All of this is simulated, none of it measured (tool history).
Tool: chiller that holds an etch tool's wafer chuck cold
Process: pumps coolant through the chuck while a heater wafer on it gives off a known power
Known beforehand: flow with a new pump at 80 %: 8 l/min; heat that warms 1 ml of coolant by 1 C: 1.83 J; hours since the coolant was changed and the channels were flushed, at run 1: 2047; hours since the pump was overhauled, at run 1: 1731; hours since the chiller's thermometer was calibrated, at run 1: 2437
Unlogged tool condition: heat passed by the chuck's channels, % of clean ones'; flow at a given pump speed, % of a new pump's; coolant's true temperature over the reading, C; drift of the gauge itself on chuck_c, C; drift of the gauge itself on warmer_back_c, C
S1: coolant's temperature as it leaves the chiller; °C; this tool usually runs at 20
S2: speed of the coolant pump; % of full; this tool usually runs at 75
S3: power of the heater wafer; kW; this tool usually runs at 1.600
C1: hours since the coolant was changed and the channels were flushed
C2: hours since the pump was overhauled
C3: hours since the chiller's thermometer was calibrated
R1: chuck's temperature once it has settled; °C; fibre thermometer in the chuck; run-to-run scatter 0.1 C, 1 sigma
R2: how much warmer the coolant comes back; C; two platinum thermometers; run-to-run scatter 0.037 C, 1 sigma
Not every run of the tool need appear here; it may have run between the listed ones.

run,day,S1,S2,S3,C1,C2,C3,R1,R2
1,0.000,20,75,1.600,2047,1731,2437,41.4,6.99
2,2.558,20,75,1.600,2108,1792,2499,41.4,7.04
3,5.804,20,75,1.600,2186,1870,2576,41.7,7.03
4,10.538,12,75,1.600,2300,1984,2690,33.4,7.03
5,16.404,12,75,1.600,2441,2125,2831,33.6,7.06
6,22.350,12,75,1.600,2583,2267,2973,33.5,7.02
7,27.179,12,75,1.600,2699,2383,3089,33.4,7.03
8,32.200,12,75,1.600,2820,2504,3210,33.5,7.09
# day 33.162: chiller's thermometer calibrated
9,35.167,20,75,1.600,2890,2574,48,41.5,7.07
10,41.088,18,75,1.600,3032,2716,190,39.3,7.06
11,46.788,18,75,1.600,3169,2853,327,39.4,7.05
12,50.054,20,75,1.600,3247,2931,405,41.6,7.10
13,52.500,20,75,1.600,3306,2990,464,41.4,7.12
14,58.225,23,75,1.600,3443,3127,602,44.4,7.14
15,62.029,23,75,1.600,3535,3219,693,44.6,7.07
16,67.558,23,75,1.600,3667,3351,826,44.4,7.15
17,73.067,23,75,1.600,3800,3484,958,44.5,7.13
18,79.046,10,67,1.413,3943,3627,1101,31.0,7.11
19,82.346,20,87,1.600,4022,3706,1180,39.1,6.19
20,85.783,20,87,1.600,4105,3789,1263,38.9,6.16
21,90.088,20,87,1.759,4208,3892,1366,40.8,6.76
22,95.183,20,87,1.759,4330,4014,1489,40.9,6.74
23,99.492,20,87,1.759,4434,4118,1592,40.9,6.77
24,103.354,20,75,1.060,4527,4211,1685,34.2,4.82
25,109.271,20,75,1.060,4669,4353,1827,34.3,4.87
26,113.696,20,75,2.355,4775,4459,1933,51.6,10.51
27,118.738,20,75,2.355,4896,4580,2054,51.7,10.54
28,124.546,18,62,1.249,5035,4719,2193,37.9,6.91
29,130.617,20,75,1.767,5181,4865,2339,43.7,8.02
30,135.000,20,75,1.767,5286,4970,2444,43.7,7.98
31,140.625,20,75,1.767,5421,5105,2579,43.7,7.99
32,143.567,20,75,1.350,5492,5176,2650,38.3,6.20
# day 145.583: gauge calibrated
33,146.117,12,61,1.015,5553,5237,2711,28.4,5.54

Branching from run 33: 3 alternative next runs. What would each branch give?
A,149.892,23,91,1.015,5643,5327,2802,?,?
B,149.892,12,77,1.015,5643,5327,2802,?,?
C,149.892,20,75,1.621,5643,5327,2802,?,?

run,R1,R2
A,34.7,3.64
B,25.4,4.31
C,42.0,7.06
With the hidden condition removed and each run's random variation left untouched, the same runs would have given:
run,R1,R2
A,34.7,3.63
B,25.4,4.30
C,42.0,7.05

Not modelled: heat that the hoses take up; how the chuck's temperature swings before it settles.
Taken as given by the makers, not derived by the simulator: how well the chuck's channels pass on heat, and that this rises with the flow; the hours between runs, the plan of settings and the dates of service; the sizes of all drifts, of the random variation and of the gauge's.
